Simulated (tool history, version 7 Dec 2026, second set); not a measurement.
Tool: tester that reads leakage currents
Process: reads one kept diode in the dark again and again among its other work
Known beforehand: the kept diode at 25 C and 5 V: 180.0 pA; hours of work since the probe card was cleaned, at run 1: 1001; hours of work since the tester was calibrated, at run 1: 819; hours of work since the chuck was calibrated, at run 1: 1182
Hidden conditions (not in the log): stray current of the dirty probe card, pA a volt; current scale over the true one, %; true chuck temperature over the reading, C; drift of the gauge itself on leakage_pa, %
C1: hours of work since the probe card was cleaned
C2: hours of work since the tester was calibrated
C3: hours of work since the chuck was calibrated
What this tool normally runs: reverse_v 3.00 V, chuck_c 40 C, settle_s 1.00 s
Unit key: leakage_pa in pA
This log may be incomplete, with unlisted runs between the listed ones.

Run 1, day 0.000: usual settings; C1 1001; C2 819; C3 1182. Result: leakage_pa 480.53 pA.
Run 2, day 1.058: usual settings; C1 1019; C2 837; C3 1201. Result: leakage_pa 478.78 pA.
Run 3, day 1.896: usual settings; C1 1034; C2 852; C3 1216. Result: leakage_pa 478.62 pA.
Run 4, day 3.050: usual settings; C1 1054; C2 872; C3 1236. Result: leakage_pa 478.53 pA.
Run 5, day 4.858: usual settings; C1 1086; C2 904; C3 1268. Result: leakage_pa 478.43 pA.
Run 6, day 6.592: usual settings but reverse_v 6.71 V; C1 1116; C2 934; C3 1298. Result: leakage_pa 622.54 pA.
Run 7, day 8.533: usual settings but chuck_c 45 C; C1 1150; C2 968; C3 1332. Result: leakage_pa 702.84 pA.
Run 8, day 9.850: usual settings but reverse_v 1.64 V; C1 1173; C2 991; C3 1355. Result: leakage_pa 387.48 pA.
Run 9, day 11.512: usual settings but reverse_v 1.64 V; C1 1202; C2 1021; C3 1384. Result: leakage_pa 386.65 pA.
Run 10, day 13.296: usual settings but reverse_v 1.64 V; C1 1234; C2 1052; C3 1415. Result: leakage_pa 383.04 pA.
Run 11, day 15.212: usual settings but reverse_v 1.64 V; C1 1267; C2 1086; C3 1449. Result: leakage_pa 386.47 pA.
Run 12, day 16.092: usual settings; C1 1283; C2 1101; C3 1465. Result: leakage_pa 466.07 pA.
Run 13, day 17.288: usual settings but chuck_c 41 C; C1 1304; C2 1122; C3 1485. Result: leakage_pa 504.40 pA.
Run 14, day 18.417: usual settings but chuck_c 29 C, settle_s 0.67 s; C1 1324; C2 1142; C3 1505. Result: leakage_pa 188.48 pA.
Run 15, day 20.146: usual settings but chuck_c 29 C, settle_s 0.67 s; C1 1354; C2 1172; C3 1536. Result: leakage_pa 187.30 pA.
Run 16, day 21.592: usual settings but reverse_v 9.16 V, chuck_c 29 C, settle_s 0.67 s; C1 1379; C2 1197; C3 1561. Result: leakage_pa 276.07 pA.
Run 17, day 23.192: usual settings but reverse_v 1.40 V, chuck_c 34 C; C1 1407; C2 1225; C3 1589. Result: leakage_pa 219.98 pA.
Run 18, day 24.292: usual settings but reverse_v 11.45 V, chuck_c 41 C, settle_s 0.33 s; C1 1427; C2 1245; C3 1608. Result: leakage_pa 788.13 pA.
Run 19, day 25.946: usual settings but reverse_v 16.51 V, settle_s 6.08 s; C1 1456; C2 1274; C3 1637. Result: leakage_pa 818.11 pA.
Run 20, day 27.629: usual settings but reverse_v 3.48 V, chuck_c 22 C, settle_s 6.08 s; C1 1485; C2 1303; C3 1667. Result: leakage_pa 105.44 pA.
At day 28.700: chuck's temperature calibrated.
Run 21, day 29.546: usual settings but reverse_v 3.48 V, chuck_c 22 C, settle_s 6.08 s; C1 1517; C2 1335; C3 15. Result: leakage_pa 128.56 pA.
Run 22, day 31.117: usual settings but reverse_v 3.48 V, chuck_c 22 C, settle_s 6.08 s; C1 1545; C2 1363; C3 42. Result: leakage_pa 127.25 pA.
Run 23, day 32.867: usual settings but reverse_v 3.48 V, chuck_c 22 C, settle_s 6.08 s; C1 1575; C2 1394; C3 73. Result: leakage_pa 127.63 pA.
Run 24, day 34.679: usual settings but reverse_v 2.23 V, chuck_c 45 C, settle_s 1.23 s; C1 1607; C2 1425; C3 105. Result: leakage_pa 731.23 pA.
Run 25, day 35.967: usual settings but reverse_v 2.09 V, chuck_c 24 C, settle_s 0.54 s; C1 1630; C2 1448; C3 127. Result: leakage_pa 128.07 pA.
Run 26, day 37.721: usual settings but chuck_c 44 C; C1 1660; C2 1479; C3 158. Result: leakage_pa 739.52 pA.

Per-run results on a tool with no hidden state, each run keeping its own random variation:
run  leakage_pa
  1      537.26
  2      536.22
  3      536.85
  4      537.79
  5      539.18
  6      700.95
  7      794.60
  8      440.91
  9      441.21
 10      438.38
 11      443.58
 12      534.75
 13      579.55
 14      217.57
 15      216.88
 16      315.09
 17      257.16
 18      908.26
 19      942.00
 20      122.73
 21      122.97
 22      122.00
 23      122.71
 24      723.89
 25      125.25
 26      735.06
